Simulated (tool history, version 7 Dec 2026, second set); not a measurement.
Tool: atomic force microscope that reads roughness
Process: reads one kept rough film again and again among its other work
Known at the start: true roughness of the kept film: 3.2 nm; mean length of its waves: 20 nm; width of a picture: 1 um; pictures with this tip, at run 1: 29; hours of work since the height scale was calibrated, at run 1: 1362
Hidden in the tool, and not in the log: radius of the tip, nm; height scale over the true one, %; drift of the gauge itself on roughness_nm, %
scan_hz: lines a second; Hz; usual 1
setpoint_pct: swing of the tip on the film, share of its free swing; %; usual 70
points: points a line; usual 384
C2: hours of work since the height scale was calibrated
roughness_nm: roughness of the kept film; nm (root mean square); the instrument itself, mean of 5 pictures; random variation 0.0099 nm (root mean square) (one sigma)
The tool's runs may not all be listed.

{"run": 1, "hour": 0.0, "scan_hz": 1, "setpoint_pct": 70, "points": 384, "pictures with this tip": 29, "C2": 1362, "roughness_nm": 1.956}
{"hour": 42.9, "done": "new tip fitted"}
{"run": 2, "hour": 53.9, "scan_hz": 1, "setpoint_pct": 70, "points": 384, "pictures with this tip": 19, "C2": 1398, "roughness_nm": 1.995}
{"hour": 100.5, "done": "new tip fitted"}
{"run": 3, "hour": 109.5, "scan_hz": 1, "setpoint_pct": 70, "points": 384, "pictures with this tip": 16, "C2": 1434, "roughness_nm": 1.988}
{"run": 4, "hour": 139.2, "scan_hz": 0.63, "setpoint_pct": 70, "points": 384, "pictures with this tip": 68, "C2": 1454, "roughness_nm": 1.63}
{"hour": 159.8, "done": "new tip fitted"}
{"run": 5, "hour": 168.2, "scan_hz": 0.66, "setpoint_pct": 70, "points": 384, "pictures with this tip": 14, "C2": 1473, "roughness_nm": 2.159}
{"hour": 221.1, "done": "new tip fitted"}
{"run": 6, "hour": 226.0, "scan_hz": 0.66, "setpoint_pct": 70, "points": 384, "pictures with this tip": 9, "C2": 1511, "roughness_nm": 2.176}
{"run": 7, "hour": 264.8, "scan_hz": 0.66, "setpoint_pct": 70, "points": 384, "pictures with this tip": 77, "C2": 1537, "roughness_nm": 1.621}
{"hour": 279.2, "done": "new tip fitted"}
{"run": 8, "hour": 303.9, "scan_hz": 0.66, "setpoint_pct": 70, "points": 384, "pictures with this tip": 43, "C2": 1563, "roughness_nm": 1.873}
{"hour": 337.7, "done": "new tip fitted"}
{"run": 9, "hour": 337.7, "scan_hz": 0.66, "setpoint_pct": 70, "points": 384, "pictures with this tip": 0, "C2": 1585, "roughness_nm": 2.255}
{"hour": 401.2, "done": "new tip fitted"}
{"run": 10, "hour": 406.1, "scan_hz": 1, "setpoint_pct": 70, "points": 384, "pictures with this tip": 9, "C2": 1630, "roughness_nm": 2.112}
{"run": 11, "hour": 443.9, "scan_hz": 1, "setpoint_pct": 70, "points": 384, "pictures with this tip": 75, "C2": 1655, "roughness_nm": 1.582}
{"hour": 461.6, "done": "new tip fitted"}
{"run": 12, "hour": 500.4, "scan_hz": 1, "setpoint_pct": 70, "points": 384, "pictures with this tip": 68, "C2": 1692, "roughness_nm": 1.663}
{"hour": 522.3, "done": "new tip fitted"}
{"run": 13, "hour": 558.7, "scan_hz": 1, "setpoint_pct": 70, "points": 384, "pictures with this tip": 64, "C2": 1731, "roughness_nm": 1.71}
{"hour": 580.1, "done": "new tip fitted"}
{"run": 14, "hour": 622.0, "scan_hz": 1, "setpoint_pct": 70, "points": 312, "pictures with this tip": 73, "C2": 1772, "roughness_nm": 1.532}
{"hour": 641.5, "done": "new tip fitted"}
{"run": 15, "hour": 674.0, "scan_hz": 1, "setpoint_pct": 70, "points": 312, "pictures with this tip": 57, "C2": 1806, "roughness_nm": 1.74}
{"hour": 701.1, "done": "new tip fitted"}
{"run": 16, "hour": 736.3, "scan_hz": 1, "setpoint_pct": 70, "points": 312, "pictures with this tip": 61, "C2": 1848, "roughness_nm": 1.634}
{"hour": 759.6, "done": "new tip fitted"}
{"run": 17, "hour": 781.0, "scan_hz": 1, "setpoint_pct": 70, "points": 312, "pictures with this tip": 38, "C2": 1877, "roughness_nm": 1.797}
{"hour": 819.3, "done": "new tip fitted"}
{"run": 18, "hour": 828.6, "scan_hz": 1, "setpoint_pct": 70, "points": 384, "pictures with this tip": 16, "C2": 1908, "roughness_nm": 2.071}
{"hour": 882.7, "done": "new tip fitted"}
{"run": 19, "hour": 896.4, "scan_hz": 1, "setpoint_pct": 70, "points": 384, "pictures with this tip": 24, "C2": 1953, "roughness_nm": 1.937}
{"run": 20, "hour": 926.9, "scan_hz": 1, "setpoint_pct": 70, "points": 384, "pictures with this tip": 78, "C2": 1973, "roughness_nm": 1.546}
{"hour": 940.5, "done": "new tip fitted"}
{"run": 21, "hour": 977.5, "scan_hz": 1, "setpoint_pct": 70, "points": 384, "pictures with this tip": 65, "C2": 2007, "roughness_nm": 1.644}
{"hour": 997.6, "done": "new tip fitted"}
{"run": 22, "hour": 1006.0, "scan_hz": 1, "setpoint_pct": 70, "points": 384, "pictures with this tip": 14, "C2": 2025, "roughness_nm": 2.052}
{"run": 23, "hour": 1047.5, "scan_hz": 1, "setpoint_pct": 70, "points": 384, "pictures with this tip": 87, "C2": 2053, "roughness_nm": 1.495}
{"hour": 1057.3, "done": "new tip fitted"}
{"run": 24, "hour": 1089.7, "scan_hz": 1.38, "setpoint_pct": 70, "points": 384, "pictures with this tip": 57, "C2": 2080, "roughness_nm": 1.71}
{"hour": 1117.3, "done": "new tip fitted"}
{"run": 25, "hour": 1147.3, "scan_hz": 2.52, "setpoint_pct": 70, "points": 384, "pictures with this tip": 53, "C2": 2118, "roughness_nm": 1.592}
{"hour": 1179.1, "done": "new tip fitted"}
{"run": 26, "hour": 1181.2, "scan_hz": 2.52, "setpoint_pct": 70, "points": 384, "pictures with this tip": 3, "C2": 2141, "roughness_nm": 2.017}
{"run": 27, "hour": 1234.1, "scan_hz": 2.52, "setpoint_pct": 70, "points": 384, "pictures with this tip": 96, "C2": 2176, "roughness_nm": 1.372}
{"hour": 1238.2, "done": "new tip fitted"}
{"hour": 1295.7, "done": "new tip fitted"}
{"run": 28, "hour": 1295.7, "scan_hz": 0.89, "setpoint_pct": 78, "points": 508, "pictures with this tip": 0, "C2": 2216, "roughness_nm": 2.188}
{"run": 29, "hour": 1342.0, "scan_hz": 0.54, "setpoint_pct": 78, "points": 508, "pictures with this tip": 81, "C2": 2247, "roughness_nm": 1.606}
{"hour": 1355.1, "done": "new tip fitted"}
{"run": 30, "hour": 1387.9, "scan_hz": 1.81, "setpoint_pct": 57, "points": 384, "pictures with this tip": 58, "C2": 2277, "roughness_nm": 1.706}
{"hour": 1413.7, "done": "new tip fitted"}
{"run": 31, "hour": 1421.1, "scan_hz": 0.59, "setpoint_pct": 70, "points": 384, "pictures with this tip": 13, "C2": 2299, "roughness_nm": 2.078}
{"run": 32, "hour": 1457.2, "scan_hz": 1.55, "setpoint_pct": 67, "points": 428, "pictures with this tip": 76, "C2": 2323, "roughness_nm": 1.561}
{"hour": 1472.4, "done": "new tip fitted"}
{"run": 33, "hour": 1492.9, "scan_hz": 1, "setpoint_pct": 80, "points": 825, "pictures with this tip": 36, "C2": 2346, "roughness_nm": 1.841}
{"hour": 1534.2, "done": "new tip fitted"}
{"run": 34, "hour": 1554.8, "scan_hz": 1, "setpoint_pct": 70, "points": 320, "pictures with this tip": 36, "C2": 2387, "roughness_nm": 1.866}
{"hour": 1594.6, "done": "new tip fitted"}
{"run": 35, "hour": 1612.9, "scan_hz": 2.65, "setpoint_pct": 77, "points": 784, "pictures with this tip": 32, "C2": 2425, "roughness_nm": 1.707}
{"hour": 1656.0, "done": "new tip fitted"}
{"run": 36, "hour": 1663.9, "scan_hz": 1.03, "setpoint_pct": 79, "points": 538, "pictures with this tip": 14, "C2": 2459, "roughness_nm": 1.97}
{"hour": 1714.1, "done": "new tip fitted"}
{"run": 37, "hour": 1714.1, "scan_hz": 2.43, "setpoint_pct": 80, "points": 384, "pictures with this tip": 0, "C2": 2492, "roughness_nm": 1.852}
{"hour": 1773.4, "done": "new tip fitted"}
{"run": 38, "hour": 1773.4, "scan_hz": 1.29, "setpoint_pct": 62, "points": 278, "pictures with this tip": 0, "C2": 2531, "roughness_nm": 2.194}
{"run": 39, "hour": 1827.4, "scan_hz": 1.29, "setpoint_pct": 62, "points": 278, "pictures with this tip": 94, "C2": 2567, "roughness_nm": 1.464}
{"hour": 1832.7, "done": "new tip fitted"}
{"run": 40, "hour": 1876.0, "scan_hz": 1.29, "setpoint_pct": 62, "points": 278, "pictures with this tip": 75, "C2": 2599, "roughness_nm": 1.599}
{"hour": 1893.0, "done": "new tip fitted"}
{"run": 41, "hour": 1916.1, "scan_hz": 1.57, "setpoint_pct": 69, "points": 278, "pictures with this tip": 41, "C2": 2625, "roughness_nm": 1.767}
{"hour": 1951.6, "done": "new tip fitted"}
{"run": 42, "hour": 1951.6, "scan_hz": 0.62, "setpoint_pct": 68, "points": 742, "pictures with this tip": 0, "C2": 2648, "roughness_nm": 2.278}
{"run": 43, "hour": 2007.6, "scan_hz": 3.31, "setpoint_pct": 70, "points": 688, "pictures with this tip": 98, "C2": 2685, "roughness_nm": 1.295}
{"hour": 2013.8, "done": "new tip fitted"}
{"run": 44, "hour": 2053.9, "scan_hz": 0.83, "setpoint_pct": 86, "points": 836, "pictures with this tip": 70, "C2": 2716, "roughness_nm": 1.598}
{"hour": 2073.7, "done": "new tip fitted"}
{"run": 45, "hour": 2119.5, "scan_hz": 0.83, "setpoint_pct": 86, "points": 836, "pictures with this tip": 80, "C2": 2759, "roughness_nm": 1.529}
{"hour": 2135.6, "done": "new tip fitted"}
{"run": 46, "hour": 2151.4, "scan_hz": 1, "setpoint_pct": 68, "points": 468, "pictures with this tip": 27, "C2": 2780, "roughness_nm": 1.98}
{"run": 47, "hour": 2190.9, "scan_hz": 1, "setpoint_pct": 68, "points": 468, "pictures with this tip": 96, "C2": 2806, "roughness_nm": 1.496}
{"hour": 2197.5, "done": "new tip fitted"}
{"run": 48, "hour": 2248.3, "scan_hz": 1, "setpoint_pct": 68, "points": 468, "pictures with this tip": 89, "C2": 2844, "roughness_nm": 1.518}
{"hour": 2255.2, "done": "new tip fitted"}
{"run": 49, "hour": 2278.7, "scan_hz": 1, "setpoint_pct": 68, "points": 468, "pictures with this tip": 41, "C2": 2864, "roughness_nm": 1.829}

Hidden state at the last listed run before each entry between runs and at the first one after, where it differs:
Between runs 1 and 2: new tip fitted (hour 42.9)
  radius of the tip, nm: 16.1 -> 15.1; height scale over the true one, %: -0.74 -> -0.76
  measured less the result without the state, roughness_nm: -0.303 -> -0.261 nm (root mean square)
Between runs 2 and 3: new tip fitted (hour 100.5)
  radius of the tip, nm: 15.1 -> 15.3; height scale over the true one, %: -0.76 -> -0.78
  measured less the result without the state, roughness_nm: -0.261 -> -0.272 nm (root mean square)
Between runs 4 and 5: new tip fitted (hour 159.8)
  radius of the tip, nm: 26.5 -> 12.8; height scale over the true one, %: -0.8 -> -0.81
  measured less the result without the state, roughness_nm: -0.663 -> -0.161 nm (root mean square)
Between runs 5 and 6: new tip fitted (hour 221.1)
  radius of the tip, nm: 12.8 -> 12; height scale over the true one, %: -0.81 -> -0.83
  measured less the result without the state, roughness_nm: -0.161 -> -0.123 nm (root mean square)
Between runs 7 and 8: new tip fitted (hour 279.2)
  radius of the tip, nm: 26.8 -> 19.3; height scale over the true one, %: -0.85 -> -0.86
  measured less the result without the state, roughness_nm: -0.671 -> -0.438 nm (root mean square)
Between runs 8 and 9: new tip fitted (hour 337.7)
  radius of the tip, nm: 19.3 -> 10.6; height scale over the true one, %: -0.86 -> -0.88
  measured less the result without the state, roughness_nm: -0.438 -> -0.052 nm (root mean square)
Between runs 9 and 10: new tip fitted (hour 401.2)
  radius of the tip, nm: 10.6 -> 12.5; height scale over the true one, %: -0.88 -> -0.91
  measured less the result without the state, roughness_nm: -0.052 -> -0.15 nm (root mean square)
Between runs 11 and 12: new tip fitted (hour 461.6)
  radius of the tip, nm: 27.1 -> 25.1; height scale over the true one, %: -0.92 -> -0.95
  measured less the result without the state, roughness_nm: -0.669 -> -0.624 nm (root mean square)
Between runs 12 and 13: new tip fitted (hour 522.3)
  radius of the tip, nm: 25.1 -> 22.8; height scale over the true one, %: -0.95 -> -0.97
  measured less the result without the state, roughness_nm: -0.624 -> -0.546 nm (root mean square)
Between runs 13 and 14: new tip fitted (hour 580.1)
  radius of the tip, nm: 22.8 -> 28; height scale over the true one, %: -0.97 -> -1
  measured less the result without the state, roughness_nm: -0.546 -> -0.684 nm (root mean square)
Between runs 14 and 15: new tip fitted (hour 641.5)
  radius of the tip, nm: 28 -> 21.3; height scale over the true one, %: -1 -> -1.02
  measured less the result without the state, roughness_nm: -0.684 -> -0.494 nm (root mean square)
Between runs 15 and 16: new tip fitted (hour 701.1)
  radius of the tip, nm: 21.3 -> 25.1; height scale over the true one, %: -1.02 -> -1.04
  measured less the result without the state, roughness_nm: -0.494 -> -0.615 nm (root mean square)
Between runs 16 and 17: new tip fitted (hour 759.6)
  radius of the tip, nm: 25.1 -> 20.2; height scale over the true one, %: -1.04 -> -1.06
  measured less the result without the state, roughness_nm: -0.615 -> -0.461 nm (root mean square)
Between runs 17 and 18: new tip fitted (hour 819.3)
  radius of the tip, nm: 20.2 -> 13.2; height scale over the true one, %: -1.06 -> -1.08
  measured less the result without the state, roughness_nm: -0.461 -> -0.183 nm (root mean square)
Between runs 18 and 19: new tip fitted (hour 882.7)
  radius of the tip, nm: 13.2 -> 16.2; height scale over the true one, %: -1.08 -> -1.11
  measured less the result without the state, roughness_nm: -0.183 -> -0.312 nm (root mean square)
Between runs 20 and 21: new tip fitted (hour 940.5)
  radius of the tip, nm: 28.5 -> 25.1; height scale over the true one, %: -1.12 -> -1.14
  measured less the result without the state, roughness_nm: -0.712 -> -0.621 nm (root mean square)
Between runs 21 and 22: new tip fitted (hour 997.6)
  radius of the tip, nm: 25.1 -> 13.6; height scale over the true one, %: -1.14 -> -1.15
  measured less the result without the state, roughness_nm: -0.621 -> -0.202 nm (root mean square)
Between runs 23 and 24: new tip fitted (hour 1057.3)
  radius of the tip, nm: 30 -> 22.3; height scale over the true one, %: -1.17 -> -1.19
  measured less the result without the state, roughness_nm: -0.749 -> -0.528 nm (root mean square)
Between runs 24 and 25: new tip fitted (hour 1117.3)
  height scale over the true one, %: -1.19 -> -1.22
  measured less the result without the state, roughness_nm: -0.528 -> -0.493 nm (root mean square)
Between runs 25 and 26: new tip fitted (hour 1179.1)
  radius of the tip, nm: 22.3 -> 10.9; height scale over the true one, %: -1.22 -> -1.23
  measured less the result without the state, roughness_nm: -0.493 -> -0.067 nm (root mean square)
Between runs 27 and 28: new tip fitted (hour 1238.2); new tip fitted (hour 1295.7)
  radius of the tip, nm: 30.9 -> 10.3; height scale over the true one, %: -1.25 -> -1.27
  measured less the result without the state, roughness_nm: -0.714 -> -0.047 nm (root mean square)
Between runs 29 and 30: new tip fitted (hour 1355.1)
  radius of the tip, nm: 27.5 -> 23.2; height scale over the true one, %: -1.29 -> -1.31
  measured less the result without the state, roughness_nm: -0.703 -> -0.569 nm (root mean square)
Between runs 30 and 31: new tip fitted (hour 1413.7)
  radius of the tip, nm: 23.2 -> 13.7; height scale over the true one, %: -1.31 -> -1.33
  measured less the result without the state, roughness_nm: -0.569 -> -0.215 nm (root mean square)
Between runs 32 and 33: new tip fitted (hour 1472.4)
  radius of the tip, nm: 27.8 -> 17.5; height scale over the true one, %: -1.34 -> -1.36
  measured less the result without the state, roughness_nm: -0.694 -> -0.363 nm (root mean square)
Between runs 33 and 34: new tip fitted (hour 1534.2)
  radius of the tip, nm: 17.5 -> 17.8; height scale over the true one, %: -1.36 -> -1.38
  measured less the result without the state, roughness_nm: -0.363 -> -0.38 nm (root mean square)
Between runs 34 and 35: new tip fitted (hour 1594.6)
  radius of the tip, nm: 17.8 -> 16.1; height scale over the true one, %: -1.38 -> -1.41
  measured less the result without the state, roughness_nm: -0.38 -> -0.276 nm (root mean square)
Between runs 35 and 36: new tip fitted (hour 1656)
  radius of the tip, nm: 16.1 -> 13.6; height scale over the true one, %: -1.41 -> -1.43
  measured less the result without the state, roughness_nm: -0.276 -> -0.203 nm (root mean square)
Between runs 36 and 37: new tip fitted (hour 1714.1)
  radius of the tip, nm: 13.6 -> 10.9; height scale over the true one, %: -1.43 -> -1.45
  measured less the result without the state, roughness_nm: -0.203 -> -0.068 nm (root mean square)
Between runs 37 and 38: new tip fitted (hour 1773.4)
  radius of the tip, nm: 10.9 -> 10.8; height scale over the true one, %: -1.45 -> -1.47
  measured less the result without the state, roughness_nm: -0.068 -> -0.074 nm (root mean square)
Between runs 39 and 40: new tip fitted (hour 1832.7)
  radius of the tip, nm: 30.9 -> 26.4; height scale over the true one, %: -1.5 -> -1.51
  measured less the result without the state, roughness_nm: -0.768 -> -0.664 nm (root mean square)
Between runs 40 and 41: new tip fitted (hour 1893)
  radius of the tip, nm: 26.4 -> 18.6; height scale over the true one, %: -1.51 -> -1.53
  measured less the result without the state, roughness_nm: -0.664 -> -0.396 nm (root mean square)
Between runs 41 and 42: new tip fitted (hour 1951.6)
  radius of the tip, nm: 18.6 -> 10.5; height scale over the true one, %: -1.53 -> -1.55
  measured less the result without the state, roughness_nm: -0.396 -> -0.062 nm (root mean square)
Between runs 43 and 44: new tip fitted (hour 2013.8)
  radius of the tip, nm: 31.7 -> 24.4; height scale over the true one, %: -1.57 -> -1.59
  measured less the result without the state, roughness_nm: -0.711 -> -0.588 nm (root mean square)
Between runs 44 and 45: new tip fitted (hour 2073.7)
  radius of the tip, nm: 24.4 -> 26.8; height scale over the true one, %: -1.59 -> -1.62
  measured less the result without the state, roughness_nm: -0.588 -> -0.652 nm (root mean square)
Between runs 45 and 46: new tip fitted (hour 2135.6)
  radius of the tip, nm: 26.8 -> 15.7; height scale over the true one, %: -1.62 -> -1.63
  measured less the result without the state, roughness_nm: -0.652 -> -0.308 nm (root mean square)
Between runs 47 and 48: new tip fitted (hour 2197.5)
  radius of the tip, nm: 31.1 -> 29.8; height scale over the true one, %: -1.64 -> -1.67
  measured less the result without the state, roughness_nm: -0.797 -> -0.76 nm (root mean square)
Between runs 48 and 49: new tip fitted (hour 2255.2)
  radius of the tip, nm: 29.8 -> 19.1; height scale over the true one, %: -1.67 -> -1.68
  measured less the result without the state, roughness_nm: -0.76 -> -0.437 nm (root mean square)

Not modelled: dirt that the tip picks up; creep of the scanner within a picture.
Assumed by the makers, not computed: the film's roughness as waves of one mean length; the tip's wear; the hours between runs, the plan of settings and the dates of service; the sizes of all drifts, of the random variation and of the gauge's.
